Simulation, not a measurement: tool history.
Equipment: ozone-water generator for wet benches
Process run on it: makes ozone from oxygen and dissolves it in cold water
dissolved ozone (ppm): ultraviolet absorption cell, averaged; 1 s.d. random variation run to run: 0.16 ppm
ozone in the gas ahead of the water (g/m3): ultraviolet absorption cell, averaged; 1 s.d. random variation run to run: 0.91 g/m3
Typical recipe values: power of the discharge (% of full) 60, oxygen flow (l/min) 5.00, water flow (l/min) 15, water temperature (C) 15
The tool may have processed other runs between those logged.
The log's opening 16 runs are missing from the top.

run	day	power of the discharge (% of full)	oxygen flow (l/min)	water flow (l/min)	water temperature (C)	hours of work since the electrodes were changed	hours of work since the contactor was cleaned	hours of work since the thermometer was calibrated	dissolved ozone (ppm)	ozone in the gas ahead of the water (g/m3)
17	103.525	52	5.00	15	15	8758	5687	261	17.3	126.6
18	112.454	42	5.00	15	15	8940	5869	443	15.8	114.4
19	117.971	88	3.54	9	15	9052	5982	556	30.9	190.8
20	124.542	88	3.54	9	15	9186	6116	690	30.3	190.1
21	128.883	88	3.54	9	15	9275	6205	778	29.9	189.8
22	136.362	60	3.70	24	15	9427	6357	931	12.3	155.8
23	141.042	85	5.11	24	8	9522	6452	1026	16.2	153.6
24	147.425	85	5.11	24	7	9653	6583	1156	16.4	151.1
25	154.592	85	5.11	24	7	9799	6729	1302	16.3	153.1
26	162.583	42	6.58	15	15	9962	6892	1465	15.2	98.8
27	168.142	44	4.31	13	11	10075	7005	1579	18.2	125.3
28	172.254	69	7.24	15	15	10159	7089	1663	18.5	115.7
29	176.508	62	2.75	17	10	10246	7176	1749	16.8	183.7
30	182.779	62	2.75	17	10	10374	7303	1877	16.5	182.5
31	187.500	62	2.75	17	10	10470	7400	1973	16.5	182.6
32	196.283	62	4.58	17	10	10649	7579	2153	17.7	138.8
33	203.742	60	5.00	13	15	10801	7731	2305	19.3	128.9
34	210.958	60	5.24	13	19	10948	7878	2452	18.0	126.3

3 ways to go on from here, each from the tool as it stands after run 34. What would each give?
A	218.733	53	5.24	13	19	11107	8036	2610	?	?
B	218.733	99	5.50	13	11	11107	8036	2610	?	?
C	218.733	60	7.90	23	19	11107	8036	2610	?	?

run	dissolved ozone (ppm)	ozone in the gas ahead of the water (g/m3)
A	17.1	120.0
B	25.1	151.0
C	12.0	101.6
Stripped of hidden state, with their random variation kept, the same runs would have yielded:
run	dissolved ozone (ppm)	ozone in the gas ahead of the water (g/m3)
A	21.1	139.3
B	32.4	184.3
C	15.1	119.2
